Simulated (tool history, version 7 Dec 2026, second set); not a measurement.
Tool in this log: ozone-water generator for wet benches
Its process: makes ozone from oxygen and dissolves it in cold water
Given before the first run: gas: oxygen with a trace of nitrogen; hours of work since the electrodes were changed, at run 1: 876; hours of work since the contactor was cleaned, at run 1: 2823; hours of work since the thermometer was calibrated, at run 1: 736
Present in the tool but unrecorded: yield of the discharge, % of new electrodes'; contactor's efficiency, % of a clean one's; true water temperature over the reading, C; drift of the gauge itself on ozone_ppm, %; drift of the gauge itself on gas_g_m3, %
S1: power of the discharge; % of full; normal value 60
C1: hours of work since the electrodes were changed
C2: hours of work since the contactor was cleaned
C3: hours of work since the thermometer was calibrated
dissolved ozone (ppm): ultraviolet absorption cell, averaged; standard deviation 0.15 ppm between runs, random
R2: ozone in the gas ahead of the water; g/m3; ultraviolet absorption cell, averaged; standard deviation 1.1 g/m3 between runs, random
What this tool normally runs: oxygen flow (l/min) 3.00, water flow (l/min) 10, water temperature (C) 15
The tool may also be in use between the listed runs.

{"run": 1, "hour": 0.0, "S1": 60, "oxygen flow (l/min)": 3.0, "water flow (l/min)": 10, "water temperature (C)": 15, "C1": 876, "C2": 2823, "C3": 736, "dissolved ozone (ppm)": 15.8, "R2": 180.7}
{"run": 2, "hour": 22.2, "S1": 60, "oxygen flow (l/min)": 3.0, "water flow (l/min)": 10, "water temperature (C)": 15, "C1": 894, "C2": 2841, "C3": 755, "dissolved ozone (ppm)": 16.0, "R2": 179.0}
{"run": 3, "hour": 50.6, "S1": 60, "oxygen flow (l/min)": 3.0, "water flow (l/min)": 10, "water temperature (C)": 15, "C1": 918, "C2": 2864, "C3": 778, "dissolved ozone (ppm)": 15.7, "R2": 180.5}
{"run": 4, "hour": 66.1, "S1": 60, "oxygen flow (l/min)": 3.0, "water flow (l/min)": 10, "water temperature (C)": 15, "C1": 930, "C2": 2877, "C3": 791, "dissolved ozone (ppm)": 15.9, "R2": 178.4}
{"run": 5, "hour": 85.3, "S1": 60, "oxygen flow (l/min)": 3.0, "water flow (l/min)": 10, "water temperature (C)": 15, "C1": 946, "C2": 2893, "C3": 807, "dissolved ozone (ppm)": 15.7, "R2": 181.3}
{"run": 6, "hour": 115.0, "S1": 60, "oxygen flow (l/min)": 3.0, "water flow (l/min)": 10, "water temperature (C)": 17, "C1": 971, "C2": 2917, "C3": 831, "dissolved ozone (ppm)": 15.3, "R2": 178.1}
{"run": 7, "hour": 133.7, "S1": 41, "oxygen flow (l/min)": 3.0, "water flow (l/min)": 10, "water temperature (C)": 15, "C1": 986, "C2": 2933, "C3": 846, "dissolved ozone (ppm)": 12.1, "R2": 138.5}
{"run": 8, "hour": 153.4, "S1": 41, "oxygen flow (l/min)": 3.0, "water flow (l/min)": 10, "water temperature (C)": 15, "C1": 1002, "C2": 2949, "C3": 863, "dissolved ozone (ppm)": 11.8, "R2": 140.8}
{"run": 9, "hour": 170.4, "S1": 41, "oxygen flow (l/min)": 3.0, "water flow (l/min)": 10, "water temperature (C)": 15, "C1": 1016, "C2": 2963, "C3": 877, "dissolved ozone (ppm)": 12.3, "R2": 138.4}
{"run": 10, "hour": 194.4, "S1": 46, "oxygen flow (l/min)": 3.0, "water flow (l/min)": 10, "water temperature (C)": 15, "C1": 1036, "C2": 2983, "C3": 897, "dissolved ozone (ppm)": 13.3, "R2": 150.3}
{"run": 11, "hour": 214.3, "S1": 60, "oxygen flow (l/min)": 3.0, "water flow (l/min)": 10, "water temperature (C)": 15, "C1": 1052, "C2": 2999, "C3": 913, "dissolved ozone (ppm)": 15.6, "R2": 179.5}
{"run": 12, "hour": 229.3, "S1": 60, "oxygen flow (l/min)": 3.0, "water flow (l/min)": 10, "water temperature (C)": 15, "C1": 1065, "C2": 3011, "C3": 925, "dissolved ozone (ppm)": 15.5, "R2": 180.0}
{"run": 13, "hour": 254.6, "S1": 60, "oxygen flow (l/min)": 3.0, "water flow (l/min)": 10, "water temperature (C)": 15, "C1": 1085, "C2": 3032, "C3": 946, "dissolved ozone (ppm)": 15.6, "R2": 179.0}
{"run": 14, "hour": 281.5, "S1": 60, "oxygen flow (l/min)": 2.67, "water flow (l/min)": 10, "water temperature (C)": 15, "C1": 1108, "C2": 3054, "C3": 968, "dissolved ozone (ppm)": 15.4, "R2": 190.2}
{"run": 15, "hour": 309.7, "S1": 60, "oxygen flow (l/min)": 3.0, "water flow (l/min)": 15, "water temperature (C)": 15, "C1": 1131, "C2": 3077, "C3": 991, "dissolved ozone (ppm)": 11.1, "R2": 177.4}
{"run": 16, "hour": 330.2, "S1": 60, "oxygen flow (l/min)": 4.21, "water flow (l/min)": 15, "water temperature (C)": 13, "C1": 1148, "C2": 3094, "C3": 1008, "dissolved ozone (ppm)": 11.7, "R2": 150.5}
{"run": 17, "hour": 355.9, "S1": 53, "oxygen flow (l/min)": 2.35, "water flow (l/min)": 9, "water temperature (C)": 23, "C1": 1169, "C2": 3115, "C3": 1029, "dissolved ozone (ppm)": 13.9, "R2": 184.8}

Predict the results of run 18:
{"run": 18, "hour": 371.2, "S1": 60, "oxygen flow (l/min)": 3.0, "water flow (l/min)": 6, "water temperature (C)": 11, "C1": 1181, "C2": 3128, "C3": 1042, "dissolved ozone (ppm)": "?", "R2": "?"}

dissolved ozone (ppm): 24.4
R2: 178.7 g/m3
Without the tool's hidden state the same run would have given dissolved ozone (ppm) 27.8, R2 184.9 g/m3.
